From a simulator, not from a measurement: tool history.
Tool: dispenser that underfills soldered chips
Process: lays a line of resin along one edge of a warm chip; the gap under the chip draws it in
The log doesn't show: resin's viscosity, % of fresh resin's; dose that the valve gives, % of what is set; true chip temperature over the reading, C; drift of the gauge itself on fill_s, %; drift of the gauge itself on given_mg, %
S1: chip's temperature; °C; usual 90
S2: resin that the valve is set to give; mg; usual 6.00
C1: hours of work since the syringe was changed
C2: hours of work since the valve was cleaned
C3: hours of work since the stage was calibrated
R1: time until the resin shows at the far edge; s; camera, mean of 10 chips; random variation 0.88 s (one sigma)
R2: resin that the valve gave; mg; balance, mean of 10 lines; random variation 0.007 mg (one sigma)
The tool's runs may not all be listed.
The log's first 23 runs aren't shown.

-- hour=161.3 new syringe of resin
run 24 hour=163.1 | S1=81 S2=5.95 | C1=1 C2=6 C3=302 | R1=128.4 R2=5.931
run 25 hour=167.9 | S1=81 S2=5.95 | C1=4 C2=8 C3=305 | R1=161.9 R2=5.913
-- hour=172.0 new syringe of resin
run 26 hour=177.3 | S1=87 S2=6.84 | C1=3 C2=14 C3=311 | R1=112.8 R2=6.792
run 27 hour=181.6 | S1=104 S2=6.43 | C1=6 C2=17 C3=313 | R1=63.8 R2=6.387
-- hour=182.8 new syringe of resin
run 28 hour=188.9 | S1=104 S2=6.43 | C1=4 C2=21 C3=318 | R1=54.8 R2=6.357
-- hour=193.9 new syringe of resin
run 29 hour=194.9 | S1=78 S2=6.30 | C1=1 C2=24 C3=321 | R1=140.3 R2=6.221
run 30 hour=202.5 | S1=90 S2=5.44 | C1=5 C2=29 C3=326 | R1=118.4 R2=5.366
-- hour=204.9 new syringe of resin
run 31 hour=210.3 | S1=90 S2=5.44 | C1=3 C2=33 C3=330 | R1=100.5 R2=5.352
-- hour=215.9 new syringe of resin
run 32 hour=216.3 | S1=97 S2=6.71 | C1=0 C2=37 C3=334 | R1=54.3 R2=6.589
run 33 hour=222.5 | S1=79 S2=7.42 | C1=4 C2=41 C3=337 | R1=175.3 R2=7.284
-- hour=226.4 new syringe of resin
run 34 hour=227.2 | S1=94 S2=5.44 | C1=1 C2=43 C3=340 | R1=66.1 R2=5.328
-- hour=234.4 dispensing valve cleaned and set on the balance
run 35 hour=236.4 | S1=94 S2=7.67 | C1=5 C2=1 C3=345 | R1=100.1 R2=7.662

3 ways to go on from here, each from the tool as it stands after run 35. What would each give?
-- hour=238.0 new syringe of resin
run A hour=243.7 | S1=90 S2=7.55 | C1=3 C2=5 C3=349 | R1=? R2=?
-- hour=238.0 new syringe of resin
run B hour=243.7 | S1=92 S2=7.24 | C1=3 C2=5 C3=349 | R1=? R2=?
-- hour=238.0 new syringe of resin
run C hour=243.7 | S1=94 S2=6.83 | C1=3 C2=5 C3=349 | R1=? R2=?

run=A R1=99.1 R2=7.529
run=B R1=89.3 R2=7.218
run=C R1=83.1 R2=6.810
Without the tool's hidden state the same runs would have given:
run=A R1=82.0 R2=7.550
run=B R1=73.7 R2=7.239
run=C R1=68.5 R2=6.830

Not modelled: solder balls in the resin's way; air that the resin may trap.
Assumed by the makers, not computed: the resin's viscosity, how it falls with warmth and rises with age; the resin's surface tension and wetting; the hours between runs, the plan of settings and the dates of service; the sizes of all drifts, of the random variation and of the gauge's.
